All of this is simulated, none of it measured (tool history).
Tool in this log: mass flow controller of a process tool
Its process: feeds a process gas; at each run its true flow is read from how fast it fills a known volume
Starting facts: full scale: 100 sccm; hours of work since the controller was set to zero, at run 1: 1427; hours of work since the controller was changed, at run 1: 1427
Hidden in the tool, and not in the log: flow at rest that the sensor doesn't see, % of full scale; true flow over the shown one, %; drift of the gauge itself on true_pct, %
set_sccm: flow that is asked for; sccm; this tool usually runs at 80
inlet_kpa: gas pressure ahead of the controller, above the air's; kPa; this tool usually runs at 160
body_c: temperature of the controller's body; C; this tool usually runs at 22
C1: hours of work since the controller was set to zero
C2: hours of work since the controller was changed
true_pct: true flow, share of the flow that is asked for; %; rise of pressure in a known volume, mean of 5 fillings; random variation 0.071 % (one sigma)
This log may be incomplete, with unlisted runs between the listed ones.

run 1 day=0.000 | set_sccm=80 inlet_kpa=160 body_c=22 | C1=1427 C2=1427 | true_pct=99.71
run 2 day=3.096 | set_sccm=80 inlet_kpa=160 body_c=22 | C1=1479 C2=1479 | true_pct=99.51
run 3 day=5.625 | set_sccm=20 inlet_kpa=160 body_c=22 | C1=1521 C2=1521 | true_pct=97.50
run 4 day=8.342 | set_sccm=80 inlet_kpa=160 body_c=21 | C1=1566 C2=1566 | true_pct=99.27
run 5 day=10.467 | set_sccm=80 inlet_kpa=160 body_c=21 | C1=1601 C2=1601 | true_pct=99.18
run 6 day=13.025 | set_sccm=80 inlet_kpa=246 body_c=22 | C1=1643 C2=1643 | true_pct=98.78
run 7 day=15.242 | set_sccm=63 inlet_kpa=246 body_c=22 | C1=1680 C2=1680 | true_pct=98.04
run 8 day=17.996 | set_sccm=63 inlet_kpa=246 body_c=22 | C1=1725 C2=1725 | true_pct=97.82
run 9 day=21.242 | set_sccm=63 inlet_kpa=246 body_c=32 | C1=1779 C2=1779 | true_pct=97.12
run 10 day=23.300 | set_sccm=63 inlet_kpa=246 body_c=32 | C1=1813 C2=1813 | true_pct=96.85
run 11 day=25.412 | set_sccm=80 inlet_kpa=160 body_c=39 | C1=1848 C2=1848 | true_pct=96.89
run 12 day=29.496 | set_sccm=80 inlet_kpa=160 body_c=39 | C1=1916 C2=1916 | true_pct=96.64
run 13 day=33.650 | set_sccm=80 inlet_kpa=160 body_c=39 | C1=1984 C2=1984 | true_pct=96.34
run 14 day=36.642 | set_sccm=80 inlet_kpa=160 body_c=22 | C1=2034 C2=2034 | true_pct=97.64
run 15 day=39.321 | set_sccm=17 inlet_kpa=160 body_c=22 | C1=2078 C2=2078 | true_pct=95.54
run 16 day=41.467 | set_sccm=17 inlet_kpa=160 body_c=22 | C1=2114 C2=2114 | true_pct=95.49
-- day=43.800 gauge calibrated
run 17 day=44.138 | set_sccm=17 inlet_kpa=209 body_c=25 | C1=2158 C2=2158 | true_pct=97.50
run 18 day=46.117 | set_sccm=17 inlet_kpa=209 body_c=25 | C1=2191 C2=2191 | true_pct=97.39
run 19 day=50.367 | set_sccm=11 inlet_kpa=226 body_c=25 | C1=2261 C2=2261 | true_pct=96.89
run 20 day=53.583 | set_sccm=76 inlet_kpa=191 body_c=25 | C1=2314 C2=2314 | true_pct=98.81
run 21 day=55.396 | set_sccm=53 inlet_kpa=160 body_c=22 | C1=2344 C2=2344 | true_pct=98.26
run 22 day=58.646 | set_sccm=12 inlet_kpa=160 body_c=22 | C1=2398 C2=2398 | true_pct=96.70
run 23 day=61.904 | set_sccm=80 inlet_kpa=215 body_c=35 | C1=2452 C2=2452 | true_pct=97.59
run 24 day=63.738 | set_sccm=80 inlet_kpa=215 body_c=35 | C1=2482 C2=2482 | true_pct=97.35
run 25 day=67.825 | set_sccm=80 inlet_kpa=152 body_c=22 | C1=2550 C2=2550 | true_pct=98.25
run 26 day=70.825 | set_sccm=15 inlet_kpa=152 body_c=22 | C1=2600 C2=2600 | true_pct=96.11
run 27 day=72.729 | set_sccm=72 inlet_kpa=215 body_c=22 | C1=2631 C2=2631 | true_pct=97.70
run 28 day=76.512 | set_sccm=20 inlet_kpa=173 body_c=22 | C1=2694 C2=2694 | true_pct=95.99
run 29 day=79.471 | set_sccm=80 inlet_kpa=154 body_c=29 | C1=2743 C2=2743 | true_pct=97.19
run 30 day=81.350 | set_sccm=80 inlet_kpa=181 body_c=36 | C1=2774 C2=2774 | true_pct=96.36

Below, each run's measurement less what the same run would have read without the hidden state. Both values contain the same run-to-run variation, but the gauge's scatter may not be the same in both:
run=1 true_pct=+0.00
run=2 true_pct=-0.18
run=3 true_pct=-0.32
run=4 true_pct=-0.49
run=5 true_pct=-0.62
run=6 true_pct=-0.77
run=7 true_pct=-0.89
run=8 true_pct=-1.05
run=9 true_pct=-1.23
run=10 true_pct=-1.35
run=11 true_pct=-1.47
run=12 true_pct=-1.71
run=13 true_pct=-1.95
run=14 true_pct=-2.15
run=15 true_pct=-2.27
run=16 true_pct=-2.39
run=17 true_pct=-0.02
run=18 true_pct=-0.13
run=19 true_pct=-0.37
run=20 true_pct=-0.58
run=21 true_pct=-0.67
run=22 true_pct=-0.85
run=23 true_pct=-1.06
run=24 true_pct=-1.16
run=25 true_pct=-1.41
run=26 true_pct=-1.55
run=27 true_pct=-1.69
run=28 true_pct=-1.88
run=29 true_pct=-2.09
run=30 true_pct=-2.18
